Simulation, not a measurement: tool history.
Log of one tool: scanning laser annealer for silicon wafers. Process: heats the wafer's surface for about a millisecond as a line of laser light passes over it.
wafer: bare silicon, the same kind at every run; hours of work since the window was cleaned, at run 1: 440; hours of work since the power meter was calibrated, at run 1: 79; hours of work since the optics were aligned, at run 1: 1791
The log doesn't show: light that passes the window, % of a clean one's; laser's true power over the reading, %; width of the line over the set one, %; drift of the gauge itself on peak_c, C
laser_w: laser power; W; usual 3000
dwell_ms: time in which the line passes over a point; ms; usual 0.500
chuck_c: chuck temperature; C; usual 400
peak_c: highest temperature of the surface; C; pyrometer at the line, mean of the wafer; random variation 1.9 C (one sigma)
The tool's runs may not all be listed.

| run | day | laser_w | dwell_ms | chuck_c | hours of work since the window was cleaned | hours of work since the power meter was calibrated | hours of work since the optics were aligned | peak_c |
|---|---|---|---|---|---|---|---|---|
| 1 | 0.000 | 3000 | 0.500 | 400 | 440 | 79 | 1791 | 1086 |
| 2 | 0.183 | 3284 | 0.500 | 400 | 442 | 81 | 1793 | 1154 |
| 3 | 0.446 | 3000 | 0.500 | 400 | 444 | 84 | 1795 | 1089 |
| 4 | 0.750 | 3000 | 0.500 | 400 | 447 | 87 | 1798 | 1087 |
| 5 | 1.150 | 3000 | 0.500 | 400 | 451 | 91 | 1802 | 1086 |
| 6 | 1.350 | 3000 | 0.500 | 400 | 453 | 93 | 1804 | 1088 |
| 7 | 1.742 | 3000 | 0.500 | 400 | 457 | 97 | 1808 | 1087 |
| 8 | 1.988 | 3000 | 0.500 | 400 | 460 | 99 | 1811 | 1089 |
| 9 | 2.321 | 3000 | 0.500 | 400 | 463 | 103 | 1814 | 1089 |
| 10 | 2.642 | 3000 | 0.499 | 400 | 466 | 106 | 1817 | 1082 |
| 11 | 2.829 | 3000 | 0.499 | 400 | 468 | 108 | 1819 | 1089 |
| 12 | 3.229 | 3000 | 0.499 | 400 | 472 | 112 | 1823 | 1089 |
| 13 | 3.600 | 3000 | 0.499 | 400 | 476 | 116 | 1827 | 1085 |
| 14 | 3.954 | 3000 | 0.499 | 400 | 480 | 119 | 1831 | 1086 |
| 15 | 4.225 | 3000 | 0.499 | 400 | 483 | 122 | 1833 | 1085 |
|  | 4.342 | window over the wafer cleaned |
| 16 | 4.538 | 3000 | 0.499 | 400 | 2 | 124 | 1836 | 1082 |

The next listed run, before its measurement:
| 17 | 4.821 | 3000 | 0.499 | 400 | 5 | 127 | 1839 | ? |

peak_c: 1082 C
Without the tool's hidden state the same run would have given peak_c 1115 C.
